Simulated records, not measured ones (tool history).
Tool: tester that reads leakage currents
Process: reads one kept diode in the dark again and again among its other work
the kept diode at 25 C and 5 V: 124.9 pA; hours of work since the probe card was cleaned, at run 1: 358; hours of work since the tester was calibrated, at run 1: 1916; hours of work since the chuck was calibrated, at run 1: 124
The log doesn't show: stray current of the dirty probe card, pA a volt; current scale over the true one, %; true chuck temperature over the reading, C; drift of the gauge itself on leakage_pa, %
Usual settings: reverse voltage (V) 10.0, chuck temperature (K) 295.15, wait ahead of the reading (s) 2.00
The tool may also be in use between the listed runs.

| run | hour | reverse voltage (V) | chuck temperature (K) | wait ahead of the reading (s) | hours of work since the probe card was cleaned | hours of work since the tester was calibrated | hours of work since the chuck was calibrated | current that the tester gives (pA) |
|---|---|---|---|---|---|---|---|---|
| 1 | 0.0 | 10.0 | 295.15 | 2.00 | 358 | 1916 | 124 | 148.49 |
| 2 | 23.3 | 10.0 | 295.15 | 2.00 | 370 | 1928 | 136 | 148.48 |
| 3 | 71.5 | 10.0 | 295.15 | 2.00 | 395 | 1952 | 161 | 149.92 |
| 4 | 117.4 | 10.0 | 295.15 | 2.00 | 418 | 1976 | 184 | 149.85 |
| 5 | 147.0 | 10.0 | 295.15 | 2.00 | 433 | 1991 | 199 | 150.88 |
| 6 | 174.7 | 10.0 | 295.15 | 2.00 | 448 | 2005 | 213 | 150.70 |
| 7 | 218.8 | 10.0 | 295.15 | 3.85 | 470 | 2028 | 236 | 150.78 |
| 8 | 268.4 | 10.0 | 317.15 | 2.00 | 495 | 2053 | 261 | 685.42 |
| 9 | 305.7 | 10.0 | 317.15 | 2.00 | 514 | 2072 | 280 | 690.31 |
| 10 | 337.2 | 10.0 | 330.15 | 2.00 | 531 | 2088 | 296 | 1546.55 |
| 11 | 377.0 | 10.0 | 295.15 | 2.00 | 551 | 2108 | 317 | 152.95 |
| 12 | 427.6 | 10.0 | 295.15 | 2.00 | 577 | 2134 | 343 | 153.15 |
| 13 | 477.7 | 10.0 | 295.15 | 0.34 | 602 | 2160 | 368 | 160.38 |
| 14 | 523.6 | 10.0 | 295.15 | 0.34 | 626 | 2183 | 392 | 160.07 |
| 15 | 569.5 | 10.0 | 295.15 | 2.00 | 649 | 2207 | 415 | 156.08 |
| 16 | 602.9 | 10.0 | 295.15 | 2.00 | 666 | 2224 | 432 | 155.98 |
| 17 | 647.9 | 10.0 | 295.15 | 2.00 | 689 | 2247 | 455 | 157.76 |
| 18 | 674.8 | 10.0 | 295.15 | 2.00 | 703 | 2260 | 469 | 156.59 |
| 19 | 720.2 | 10.0 | 295.15 | 2.00 | 726 | 2284 | 492 | 156.75 |
| 20 | 763.1 | 10.0 | 295.15 | 2.00 | 748 | 2305 | 514 | 157.65 |
| 21 | 801.1 | 10.0 | 295.15 | 2.00 | 767 | 2325 | 533 | 158.15 |
| 22 | 847.0 | 10.0 | 299.15 | 2.00 | 791 | 2348 | 557 | 211.53 |
| 23 | 888.3 | 5.8 | 299.15 | 0.33 | 812 | 2369 | 578 | 161.28 |
| 24 | 910.8 | 5.8 | 299.15 | 0.33 | 823 | 2381 | 589 | 161.56 |
|  | 948.6 | tester calibrated |
| 25 | 948.6 | 2.0 | 304.15 | 9.93 | 842 | 0 | 608 | 128.03 |
| 26 | 982.1 | 1.6 | 304.15 | 9.93 | 859 | 17 | 625 | 113.74 |
| 27 | 1018.6 | 1.6 | 304.15 | 9.93 | 877 | 36 | 643 | 114.43 |
| 28 | 1041.0 | 10.0 | 295.15 | 0.95 | 889 | 47 | 655 | 165.44 |
| 29 | 1075.8 | 2.2 | 304.15 | 1.76 | 907 | 65 | 672 | 135.92 |
| 30 | 1116.6 | 9.5 | 295.15 | 4.92 | 927 | 86 | 693 | 159.83 |
| 31 | 1157.8 | 2.2 | 305.15 | 4.13 | 948 | 107 | 714 | 147.29 |
| 32 | 1182.0 | 8.4 | 295.15 | 2.00 | 961 | 119 | 727 | 150.07 |
| 33 | 1227.4 | 13.4 | 312.15 | 6.70 | 984 | 142 | 750 | 633.17 |
| 34 | 1263.2 | 13.4 | 312.15 | 6.70 | 1002 | 161 | 768 | 631.39 |
| 35 | 1305.1 | 11.4 | 312.15 | 7.20 | 1024 | 182 | 790 | 580.25 |
| 36 | 1334.2 | 10.0 | 295.15 | 0.43 | 1038 | 197 | 804 | 171.30 |
| 37 | 1362.6 | 3.6 | 301.15 | 0.43 | 1053 | 211 | 819 | 148.44 |
| 38 | 1407.7 | 2.8 | 327.15 | 4.09 | 1076 | 234 | 842 | 699.02 |
| 39 | 1453.3 | 1.2 | 294.15 | 0.55 | 1099 | 258 | 865 | 49.70 |
| 40 | 1485.2 | 1.2 | 294.15 | 0.55 | 1116 | 274 | 882 | 50.19 |
| 41 | 1534.1 | 1.2 | 294.15 | 0.55 | 1141 | 299 | 906 | 49.97 |

The same runs without the tool's hidden state, with the same run-to-run variation:
| run | current that the tester gives (pA) |
|---|---|
| 1 | 146.54 |
| 2 | 146.27 |
| 3 | 147.14 |
| 4 | 146.58 |
| 5 | 147.25 |
| 6 | 146.78 |
| 7 | 146.31 |
| 8 | 669.00 |
| 9 | 672.02 |
| 10 | 1508.21 |
| 11 | 146.67 |
| 12 | 146.27 |
| 13 | 152.91 |
| 14 | 152.09 |
| 15 | 147.43 |
| 16 | 146.96 |
| 17 | 148.13 |
| 18 | 146.74 |
| 19 | 146.37 |
| 20 | 146.70 |
| 21 | 146.77 |
| 22 | 196.40 |
| 23 | 149.74 |
| 24 | 149.76 |
| 25 | 116.86 |
| 26 | 103.61 |
| 27 | 103.98 |
| 28 | 148.58 |
| 29 | 122.99 |
| 30 | 142.49 |
| 31 | 132.57 |
| 32 | 133.21 |
| 33 | 569.23 |
| 34 | 566.25 |
| 35 | 519.05 |
| 36 | 150.69 |
| 37 | 131.31 |
| 38 | 629.02 |
| 39 | 43.40 |
| 40 | 43.72 |
| 41 | 43.37 |
